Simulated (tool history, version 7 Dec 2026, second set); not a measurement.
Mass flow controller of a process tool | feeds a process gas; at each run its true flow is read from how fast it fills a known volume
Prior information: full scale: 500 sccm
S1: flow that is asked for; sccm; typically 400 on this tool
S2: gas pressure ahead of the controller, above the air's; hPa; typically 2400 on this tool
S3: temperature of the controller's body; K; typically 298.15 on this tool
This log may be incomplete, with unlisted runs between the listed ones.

run 1 hour=0 | S1=400 S2=2400 S3=298.15 | true_flow_(%)=99.59
run 2 hour=196.5 | S1=400 S2=2400 S3=298.15 | true_flow_(%)=99.58
run 3 hour=377.8 | S1=400 S2=2400 S3=298.15 | true_flow_(%)=99.47
run 4 hour=591.4 | S1=400 S2=2400 S3=311.15 | true_flow_(%)=98.96
run 5 hour=800 | S1=400 S2=2400 S3=298.15 | true_flow_(%)=99.45
run 6 hour=1058 | S1=222 S2=2360 S3=312.15 | true_flow_(%)=97.94
run 7 hour=1221.2 | S1=222 S2=2360 S3=312.15 | true_flow_(%)=98.03
run 8 hour=1453.8 | S1=279 S2=2320 S3=298.15 | true_flow_(%)=98.84
run 9 hour=1632.3 | S1=279 S2=2620 S3=308.15 | true_flow_(%)=98.46
run 10 hour=1842.5 | S1=129 S2=1910 S3=306.15 | true_flow_(%)=97.47

Each row is a separate what-if for the run after 10, all from the same tool condition, not one after another. Results?
run A hour=2098.6 | S1=400 S2=1710 S3=294.15 | true_flow_(%)=?
run B hour=2098.6 | S1=286 S2=2400 S3=303.15 | true_flow_(%)=?
run C hour=2098.6 | S1=400 S2=2510 S3=298.15 | true_flow_(%)=?

run=A true_flow_(%)=99.49
run=B true_flow_(%)=98.73
run=C true_flow_(%)=99.54
With no hidden state in the tool, these same runs would have given:
run=A true_flow_(%)=99.48
run=B true_flow_(%)=98.72
run=C true_flow_(%)=99.53
